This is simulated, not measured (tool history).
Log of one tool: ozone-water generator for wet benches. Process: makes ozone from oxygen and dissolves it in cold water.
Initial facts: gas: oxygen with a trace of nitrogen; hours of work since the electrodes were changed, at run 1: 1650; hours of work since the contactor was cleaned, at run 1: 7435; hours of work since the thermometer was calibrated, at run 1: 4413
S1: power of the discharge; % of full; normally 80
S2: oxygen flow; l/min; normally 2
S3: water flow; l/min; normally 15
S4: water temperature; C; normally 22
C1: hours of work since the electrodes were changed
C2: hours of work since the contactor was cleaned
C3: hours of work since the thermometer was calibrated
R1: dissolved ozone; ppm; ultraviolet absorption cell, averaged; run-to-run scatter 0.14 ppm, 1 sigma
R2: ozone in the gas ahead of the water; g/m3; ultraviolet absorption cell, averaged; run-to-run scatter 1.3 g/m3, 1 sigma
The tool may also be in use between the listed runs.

run    hour  S1    S2  S3  S4    C1    C2    C3    R1     R2
  1       0  80     2  15  22  1650  7435  4413    15  233.5
  2    92.2  80  2.55  15  22  1740  7525  4503  14.9  199.3
  3   152.9  80  2.55  15  22  1800  7584  4562  14.9  202.7
  4   230.3  80  2.55  15  22  1876  7660  4638  14.9  199.8
  5   293.1  80     2  19  22  1937  7721  4699  11.3  237.3
  6   336.4  80     2  17  22  1979  7764  4742  12.9  233.1
  7   380.4  80     2  15  22  2022  7807  4785    15    234
  8   417.6  80     2  15  22  2059  7843  4821  14.9  234.2
  9   469.5  80  1.94  15  22  2110  7894  4872  14.6  236.6
 10   520.9  80     2  16  22  2160  7944  4922  13.4  231.7
 11   561.5  80     2  16  22  2200  7984  4962  13.7  231.8
 12   615.5  80     2  16  22  2252  8037  5015  13.5  232.7
 13   693.6  80     2  15  17  2329  8113  5091  15.3  234.7
 14   738.5  80  3.15  20  14  2373  8157  5135  11.8  172.8
 15   812.2  99  1.72  22  21  2445  8229  5207  10.9  300.3
      848.3  -- contactor cleaned
 16   908.7  91  1.55  15  22  2535    59  5297  17.1    296
 17   989.4  51  1.55  15  22  2614   138  5376  11.2  191.6
 18  1047.2  51  1.55  14  15  2671   194  5433  12.8  191.8
 19  1137.7  94  3.33  16  22  2759   283  5521  16.6  187.4
 20  1189.9  94  3.33  16  22  2810   334  5572  16.6  187.2
     1218.1  -- water thermometer calibrated
 21  1272.6  52     2  21  19  2891   415    53   8.1    165
 22  1342.3  44  2.03  15  16  2959   483   121  10.8  146.2
 23    1390  71  1.12  23  16  3005   529   168   8.4  300.5

Hidden state or all else? Some run-to-run changes of R1, split into what the settings, what came in and random variation would give without the hidden state, and what is left for the hidden state (with any gauge scatter that isn't in both results):
What the log doesn't record here: yield of the discharge, % of new electrodes'; contactor's efficiency, % of a clean one's; true water temperature over the reading, C; drift of the gauge itself on ozone_ppm, %; drift of the gauge itself on gas_g_m3, %.
Run 15 -> 16: S1 99 -> 91, S2 1.72 -> 1.55, S3 22 -> 15, S4 21 -> 22, contactor cleaned. R1 +6.2 ppm: hidden state +0.9, all else +5.3.
Run 20 -> 21: S1 94 -> 52, S2 3.33 -> 2, S3 16 -> 21, S4 22 -> 19, water thermometer calibrated. R1 -8.5 ppm: hidden state +0.8, all else -9.3.
